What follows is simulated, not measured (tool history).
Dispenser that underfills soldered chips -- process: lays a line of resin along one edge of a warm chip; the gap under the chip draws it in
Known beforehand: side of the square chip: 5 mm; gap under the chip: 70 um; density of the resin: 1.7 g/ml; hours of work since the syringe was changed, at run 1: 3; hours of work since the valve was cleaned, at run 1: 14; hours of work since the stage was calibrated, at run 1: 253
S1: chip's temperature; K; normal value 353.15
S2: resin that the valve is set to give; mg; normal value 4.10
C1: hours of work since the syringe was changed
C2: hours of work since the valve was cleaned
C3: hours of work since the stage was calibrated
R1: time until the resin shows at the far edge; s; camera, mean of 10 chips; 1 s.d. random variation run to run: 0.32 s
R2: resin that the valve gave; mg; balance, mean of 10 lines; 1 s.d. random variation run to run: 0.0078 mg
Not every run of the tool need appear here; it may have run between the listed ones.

Run 1, hour 0.0: usual settings; C1 3; C2 14; C3 253. Result: R1 17.2 s, R2 4.069 mg.
Run 2, hour 4.9: usual settings; C1 6; C2 17; C3 257. Result: R1 23.4 s, R2 4.055 mg.
At hour 11.9: new syringe of resin.
Run 3, hour 12.9: usual settings but S1 345.15 K; C1 1; C2 23; C3 263. Result: R1 20.7 s, R2 4.032 mg.
Run 4, hour 18.0: usual settings but S1 345.15 K; C1 5; C2 27; C3 267. Result: R1 29.7 s, R2 4.026 mg.
Run 5, hour 23.7: usual settings but S1 345.15 K; C1 9; C2 32; C3 271. Result: R1 42.3 s, R2 4.015 mg.
At hour 27.0: new syringe of resin.
Run 6, hour 28.3: usual settings; C1 1; C2 35; C3 274. Result: R1 15.0 s, R2 3.998 mg.
Run 7, hour 36.0: usual settings; C1 7; C2 41; C3 280. Result: R1 25.4 s, R2 3.973 mg.
At hour 41.8: new syringe of resin.
Run 8, hour 41.8: usual settings but S1 360.15 K; C1 0; C2 45; C3 284. Result: R1 9.8 s, R2 3.963 mg.
Run 9, hour 45.7: usual settings but S1 360.15 K; C1 3; C2 48; C3 287. Result: R1 13.1 s, R2 3.950 mg.
Run 10, hour 52.3: usual settings but S1 360.15 K; C1 8; C2 53; C3 292. Result: R1 19.6 s, R2 3.931 mg.
At hour 54.1: dispensing valve cleaned and set on the balance.
At hour 57.7: new syringe of resin.
Run 11, hour 57.7: usual settings but S1 360.15 K; C1 0; C2 3; C3 296. Result: R1 10.0 s, R2 4.097 mg.
Run 12, hour 66.4: usual settings but S1 360.15 K; C1 7; C2 9; C3 302. Result: R1 17.3 s, R2 4.074 mg.
At hour 73.0: new syringe of resin.
Run 13, hour 75.7: usual settings but S1 366.15 K, S2 5.25 mg; C1 2; C2 16; C3 309. Result: R1 9.1 s, R2 5.183 mg.
Run 14, hour 81.9: usual settings but S1 344.15 K, S2 3.96 mg; C1 7; C2 21; C3 314. Result: R1 37.7 s, R2 3.880 mg.
At hour 88.3: new syringe of resin.
Run 15, hour 91.8: usual settings but S1 365.15 K, S2 3.84 mg; C1 3; C2 28; C3 321. Result: R1 10.0 s, R2 3.749 mg.
Run 16, hour 97.1: usual settings but S1 365.15 K, S2 3.84 mg; C1 7; C2 32; C3 325. Result: R1 14.6 s, R2 3.748 mg.
At hour 103.7: new syringe of resin.
Run 17, hour 104.7: usual settings but S1 339.15 K, S2 4.21 mg; C1 1; C2 38; C3 331. Result: R1 28.3 s, R2 4.075 mg.
Run 18, hour 113.0: usual settings but S1 367.15 K, S2 5.04 mg; C1 7; C2 44; C3 337. Result: R1 13.2 s, R2 4.858 mg.
At hour 119.0: new syringe of resin.
Run 19, hour 121.6: usual settings but S1 367.15 K, S2 5.04 mg; C1 2; C2 51; C3 344. Result: R1 8.9 s, R2 4.824 mg.
At hour 126.4: dispensing valve cleaned and set on the balance.
Run 20, hour 127.9: usual settings but S1 367.15 K, S2 5.04 mg; C1 6; C2 1; C3 348. Result: R1 12.0 s, R2 5.037 mg.
At hour 135.0: new syringe of resin.
Run 21, hour 136.5: usual settings but S1 367.15 K, S2 5.04 mg; C1 1; C2 7; C3 354. Result: R1 7.8 s, R2 5.015 mg.
Run 22, hour 142.1: usual settings but S1 367.15 K, S2 5.04 mg; C1 5; C2 12; C3 358. Result: R1 11.5 s, R2 4.991 mg.
Run 23, hour 146.4: usual settings but S1 363.15 K, S2 5.03 mg; C1 9; C2 15; C3 362. Result: R1 18.7 s, R2 4.972 mg.
At hour 150.1: new syringe of resin.
Run 24, hour 153.9: usual settings but S1 349.15 K, S2 4.32 mg; C1 3; C2 21; C3 367. Result: R1 20.9 s, R2 4.258 mg.

Selected run-to-run steps in R1, each split into two signed amounts: the part the tool would show with no hidden state at all (from settings, incoming material and random variation), and the remainder, which goes to the hidden state together with any gauge scatter not common to the measured and the hidden-state-free results:
The tool's hidden condition here consists of: resin's viscosity, % of fresh resin's; dose that the valve gives, % of what is set; true chip temperature over the reading, C; drift of the gauge itself on fill_s, %; drift of the gauge itself on given_mg, %.
Run 5 -> 6: S1 345.15 -> 353.15, new syringe of resin. R1 -27.3 s: hidden state -22.2, all else -5.1.
Run 13 -> 14: S1 366.15 -> 344.15, S2 5.25 -> 3.96. R1 +28.6 s: hidden state +16.8, all else +11.8.
Run 14 -> 15: S1 344.15 -> 365.15, S2 3.96 -> 3.84, new syringe of resin. R1 -27.7 s: hidden state -16.0, all else -11.7.
